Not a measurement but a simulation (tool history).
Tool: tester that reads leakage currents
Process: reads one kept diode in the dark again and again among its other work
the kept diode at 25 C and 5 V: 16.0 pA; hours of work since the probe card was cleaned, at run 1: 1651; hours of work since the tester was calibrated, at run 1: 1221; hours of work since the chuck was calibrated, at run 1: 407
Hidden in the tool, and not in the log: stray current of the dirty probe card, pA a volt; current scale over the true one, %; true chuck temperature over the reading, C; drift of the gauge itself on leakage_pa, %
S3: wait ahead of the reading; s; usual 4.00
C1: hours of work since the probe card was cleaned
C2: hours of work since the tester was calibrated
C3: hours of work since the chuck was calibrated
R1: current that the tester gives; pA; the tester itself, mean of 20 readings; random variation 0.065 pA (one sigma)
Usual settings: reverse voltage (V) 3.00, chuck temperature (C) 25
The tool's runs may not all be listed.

run 1 hour=0.0 | reverse_voltage_(V)=3.00 chuck_temperature_(C)=25 S3=4.00 | C1=1651 C2=1221 C3=407 | R1=13.88
-- hour=112.5 probe card cleaned and baked
run 2 hour=248.2 | reverse_voltage_(V)=3.00 chuck_temperature_(C)=25 S3=4.00 | C1=74 C2=1354 C3=540 | R1=13.77
run 3 hour=505.8 | reverse_voltage_(V)=3.00 chuck_temperature_(C)=25 S3=4.00 | C1=213 C2=1493 C3=680 | R1=13.87
run 4 hour=630.1 | reverse_voltage_(V)=3.00 chuck_temperature_(C)=25 S3=0.32 | C1=281 C2=1561 C3=747 | R1=15.30
run 5 hour=826.7 | reverse_voltage_(V)=3.00 chuck_temperature_(C)=31 S3=4.00 | C1=387 C2=1667 C3=854 | R1=24.18
run 6 hour=965.0 | reverse_voltage_(V)=3.00 chuck_temperature_(C)=31 S3=4.00 | C1=462 C2=1742 C3=928 | R1=24.14
run 7 hour=1093.7 | reverse_voltage_(V)=3.00 chuck_temperature_(C)=31 S3=4.00 | C1=532 C2=1812 C3=998 | R1=24.22
run 8 hour=1286.9 | reverse_voltage_(V)=3.00 chuck_temperature_(C)=25 S3=1.35 | C1=636 C2=1917 C3=1103 | R1=14.09
run 9 hour=1547.9 | reverse_voltage_(V)=3.00 chuck_temperature_(C)=25 S3=1.35 | C1=778 C2=2058 C3=1244 | R1=14.17
run 10 hour=1748.1 | reverse_voltage_(V)=3.00 chuck_temperature_(C)=25 S3=1.35 | C1=886 C2=2167 C3=1353 | R1=13.95
run 11 hour=2006.0 | reverse_voltage_(V)=1.69 chuck_temperature_(C)=25 S3=4.00 | C1=1026 C2=2306 C3=1493 | R1=11.49
run 12 hour=2234.7 | reverse_voltage_(V)=3.00 chuck_temperature_(C)=22 S3=1.01 | C1=1150 C2=2430 C3=1616 | R1=10.75
run 13 hour=2396.2 | reverse_voltage_(V)=3.00 chuck_temperature_(C)=25 S3=6.27 | C1=1237 C2=2518 C3=1704 | R1=13.80
run 14 hour=2516.0 | reverse_voltage_(V)=3.00 chuck_temperature_(C)=21 S3=6.27 | C1=1302 C2=2583 C3=1769 | R1=9.32
run 15 hour=2744.0 | reverse_voltage_(V)=5.03 chuck_temperature_(C)=32 S3=0.75 | C1=1426 C2=2706 C3=1892 | R1=32.17
run 16 hour=2867.8 | reverse_voltage_(V)=5.03 chuck_temperature_(C)=32 S3=0.75 | C1=1493 C2=2773 C3=1959 | R1=32.21
run 17 hour=2997.1 | reverse_voltage_(V)=11.41 chuck_temperature_(C)=29 S3=4.00 | C1=1563 C2=2843 C3=2030 | R1=30.95
-- hour=3171.9 chuck's temperature calibrated
run 18 hour=3254.3 | reverse_voltage_(V)=3.00 chuck_temperature_(C)=23 S3=1.35 | C1=1701 C2=2982 C3=45 | R1=11.62
-- hour=3270.2 probe card cleaned and baked
run 19 hour=3543.6 | reverse_voltage_(V)=12.40 chuck_temperature_(C)=25 S3=4.00 | C1=148 C2=3137 C3=200 | R1=21.99
run 20 hour=3802.6 | reverse_voltage_(V)=12.40 chuck_temperature_(C)=25 S3=4.00 | C1=288 C2=3277 C3=340 | R1=22.15
run 21 hour=3926.3 | reverse_voltage_(V)=3.00 chuck_temperature_(C)=51 S3=4.00 | C1=355 C2=3344 C3=407 | R1=135.67

Hidden state at the last listed run before each entry between runs and at the first one after, where it differs:
Between runs 1 and 2: probe card cleaned and baked (hour 112.5)
  stray current of the dirty probe card, pA a volt: 0.024 -> 0.02
Between runs 17 and 18: chuck's temperature calibrated (hour 3171.9)
  no hidden state differs between the two runs
Between runs 18 and 19: probe card cleaned and baked (hour 3270.2)
  stray current of the dirty probe card, pA a volt: 0.024 -> 0.02

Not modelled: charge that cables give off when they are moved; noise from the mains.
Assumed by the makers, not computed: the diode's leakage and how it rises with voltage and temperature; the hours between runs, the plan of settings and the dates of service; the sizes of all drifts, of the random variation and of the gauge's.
